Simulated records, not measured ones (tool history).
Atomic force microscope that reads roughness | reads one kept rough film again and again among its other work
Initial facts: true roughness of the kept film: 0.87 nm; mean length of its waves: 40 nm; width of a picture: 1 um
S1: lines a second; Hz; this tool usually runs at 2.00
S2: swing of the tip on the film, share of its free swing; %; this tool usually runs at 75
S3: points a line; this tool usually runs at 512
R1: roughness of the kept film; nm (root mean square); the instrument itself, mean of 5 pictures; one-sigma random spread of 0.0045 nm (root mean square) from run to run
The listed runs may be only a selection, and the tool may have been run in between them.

run	day	S1	S2	S3	R1
1	0.000	2.00	75	512	0.769
2	2.162	2.00	75	918	0.775
3	3.292	2.00	75	918	0.775
4	5.462	2.00	75	529	0.766
5	6.542	2.00	75	529	0.780
6	7.783	2.00	75	529	0.773
7	9.117	2.00	75	512	0.772
8	11.671	2.00	75	512	0.774
9	13.188	1.57	75	997	0.791
10	15.108	2.13	57	901	0.831
11	17.108	2.00	59	332	0.821
12	19.100	2.00	59	332	0.815
13	21.417	2.00	59	332	0.817
14	23.158	1.82	59	1008	0.819
15	25.129	2.00	70	312	0.790

Withheld: 2 entries from between the runs. Position of each, and hidden state at the listed run before versus the listed run after:
Logged between run 7 and run 8: new tip fitted (day 10.517)
  radius of the tip, nm: 5.7 -> 5.1
Logged between run 13 and run 14: new tip fitted (day 22.912)
  radius of the tip, nm: 5.7 -> 5; height scale over the true one, %: -0.03 -> -0.04
